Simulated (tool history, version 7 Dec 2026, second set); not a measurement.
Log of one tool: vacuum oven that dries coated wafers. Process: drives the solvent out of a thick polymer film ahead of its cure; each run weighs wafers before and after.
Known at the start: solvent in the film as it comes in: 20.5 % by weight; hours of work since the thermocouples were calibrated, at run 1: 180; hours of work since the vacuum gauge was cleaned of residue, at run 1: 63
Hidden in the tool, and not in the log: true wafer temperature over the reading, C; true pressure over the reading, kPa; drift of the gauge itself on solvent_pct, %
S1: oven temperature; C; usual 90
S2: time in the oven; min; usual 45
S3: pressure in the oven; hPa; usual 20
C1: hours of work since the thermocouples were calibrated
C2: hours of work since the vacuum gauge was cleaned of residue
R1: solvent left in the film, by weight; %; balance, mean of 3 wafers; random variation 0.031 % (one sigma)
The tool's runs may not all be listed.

run,day,S1,S2,S3,C1,C2,R1
1,0,90,45,20,180,63,1.37
2,0.758,90,45,20,191,74,1.39
3,1.504,90,45,26.7,202,85,1.6
4,2.012,90,45,20,209,93,1.39
5,2.608,90,45,20,218,101,1.43
6,3.033,92,45,20,224,108,1.09
7,3.717,90,45,53.4,234,118,2.58
8,4.371,78,45,20,244,127,3.94
9,4.971,78,45,11,252,136,3.55
10,5.35,78,45,11,258,141,3.5
11,6.112,90,45,20,269,153,1.4
12,6.917,90,45,20,281,164,1.37
13,7.367,90,45,20,287,171,1.35
14,7.821,90,45,20,294,178,1.42
15,8.196,90,45,20,300,183,1.4
16,8.825,90,45,20,309,192,1.44
17,9.575,90,58,20,320,203,1.02
18,9.95,90,58,20,325,209,1.05
19,10.683,90,58,20,336,219,1.04
20,11.133,90,58,20,343,226,1.03
21,11.871,90,45,26,353,237,1.58
22,12.388,90,72,20,361,244,0.87
23,12.742,90,45,57.7,366,249,2.71
24,13.262,90,61,20,374,257,0.95
25,13.621,96,48,18.7,379,262,0.75
26,14.279,90,74,20,388,272,0.85
27,14.658,90,45,31.4,394,277,1.82
28,15.258,90,45,31.4,403,286,1.85
29,15.871,90,45,31.4,412,295,1.88
30,16.383,80,45,31.4,419,303,4.02
31,16.838,80,45,31.4,426,309,4.04
32,17.371,93,45,58.7,434,317,2.39
33,17.808,93,45,58.7,440,323,2.31
34,18.588,93,45,58.7,451,335,2.35
35,18.95,93,45,58.7,457,340,2.36
36,19.592,93,45,58.7,466,349,2.37
37,20.221,102,29,45.6,475,359,1.48

The next listed run, before its measurement:
38,20.946,102,29,45.6,486,369,?

R1: 1.54 %
Without the tool's hidden state the same run would have given R1 1.4 %.
